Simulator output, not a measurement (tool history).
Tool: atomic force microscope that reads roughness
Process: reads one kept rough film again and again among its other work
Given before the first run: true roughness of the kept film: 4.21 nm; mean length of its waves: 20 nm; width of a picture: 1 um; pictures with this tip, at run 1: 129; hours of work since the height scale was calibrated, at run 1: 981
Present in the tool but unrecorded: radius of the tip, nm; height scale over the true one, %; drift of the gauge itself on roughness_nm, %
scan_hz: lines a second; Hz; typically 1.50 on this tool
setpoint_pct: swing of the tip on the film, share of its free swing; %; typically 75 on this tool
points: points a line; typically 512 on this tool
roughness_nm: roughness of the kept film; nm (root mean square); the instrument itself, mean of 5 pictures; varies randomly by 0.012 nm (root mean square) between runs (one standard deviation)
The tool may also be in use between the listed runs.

run,day,scan_hz,setpoint_pct,points,pictures with this tip,hours of work since the height scale was calibrated,roughness_nm
1,0.000,1.50,75,512,129,981,1.740
2,2.275,1.50,75,512,200,1020,1.465
# day 2.762: new tip fitted
3,4.596,1.50,75,512,57,1059,2.244
4,6.433,1.50,75,512,114,1091,1.826
5,9.479,1.50,75,512,209,1143,1.450
# day 9.700: new tip fitted
6,11.504,1.50,84,512,56,1177,2.169
# day 12.979: height scale calibrated on a step standard
7,15.112,1.50,75,708,166,36,1.579
# day 16.642: new tip fitted
8,17.483,1.50,75,708,26,77,2.435
9,20.788,1.50,75,708,129,133,1.748
# day 23.638: new tip fitted
10,23.638,0.64,75,512,0,182,2.794
11,27.067,0.95,75,512,106,240,1.893
12,30.367,1.50,75,771,208,297,1.421
# day 30.538: new tip fitted
13,34.088,1.50,75,327,110,360,1.803
14,35.833,1.50,75,327,164,390,1.538
# day 37.404: new tip fitted
15,37.925,1.50,75,327,16,425,2.578
16,41.546,0.64,75,327,128,487,1.853
# day 44.429: new tip fitted
17,44.504,0.64,75,327,2,538,2.768
18,47.146,0.64,75,327,84,583,2.068
19,49.183,0.64,75,327,147,618,1.697
# day 51.408: new tip fitted
20,52.338,1.18,75,327,29,671,2.417
21,54.362,1.50,75,512,91,706,1.919
22,57.079,1.50,75,512,176,752,1.552
# day 58.308: new tip fitted
23,58.783,1.50,83,512,15,781,2.508
24,60.292,1.50,75,512,62,807,2.122
25,62.804,1.50,75,1001,140,850,1.690
# day 65.300: new tip fitted
26,66.250,1.50,75,1001,29,908,2.484
27,69.100,1.90,82,394,117,957,1.723
28,72.067,1.50,75,300,209,1008,1.384
# day 72.238: new tip fitted
29,73.975,1.50,83,300,54,1040,2.151
30,76.500,1.69,56,300,132,1083,1.764
31,78.496,2.42,57,790,194,1118,1.515
# day 79.112: new tip fitted
32,81.821,0.96,75,512,84,1174,2.009
# day 83.417: height scale calibrated on a step standard
33,83.933,1.69,80,920,148,9,1.559
34,85.833,2.71,62,415,207,41,1.376
# day 86.121: new tip fitted
35,89.275,1.28,62,495,98,100,2.002
36,91.450,1.28,62,448,166,137,1.595
# day 93.004: new tip fitted
37,94.200,3.59,75,259,37,184,2.082
38,97.879,1.50,79,435,152,247,1.605
# day 100.104: new tip fitted
39,100.825,1.50,79,435,22,297,2.475
40,102.646,1.50,79,435,79,328,1.981
41,105.488,1.50,67,774,167,376,1.614
# day 107.058: new tip fitted
42,108.175,2.09,75,512,35,422,2.350
43,111.533,0.54,57,309,139,480,1.789
44,113.846,1.50,78,449,211,519,1.409
# day 114.183: new tip fitted
45,116.317,2.53,57,756,66,561,2.182
46,119.346,1.50,58,688,160,613,1.657
# day 121.200: new tip fitted
47,121.225,2.33,61,374,0,645,2.753
48,123.325,1.33,78,356,66,681,2.108
49,125.525,1.09,89,499,134,718,1.665
# day 128.154: new tip fitted
50,128.154,0.74,89,499,0,763,2.768
51,129.692,3.25,62,931,47,789,2.310

Below are 4 alternative next runs, each starting from the tool's condition after run 51. Predict each:
A,131.675,3.78,79,326,109,823,?
B,131.675,3.12,61,735,109,823,?
C,131.675,1.50,75,389,109,823,?
D,131.675,2.27,62,723,109,823,?

run,roughness_nm
A,1.640
B,1.866
C,1.819
D,1.895
Without the tool's hidden state the same runs would have given:
run,roughness_nm
A,2.474
B,2.818
C,2.747
D,2.858

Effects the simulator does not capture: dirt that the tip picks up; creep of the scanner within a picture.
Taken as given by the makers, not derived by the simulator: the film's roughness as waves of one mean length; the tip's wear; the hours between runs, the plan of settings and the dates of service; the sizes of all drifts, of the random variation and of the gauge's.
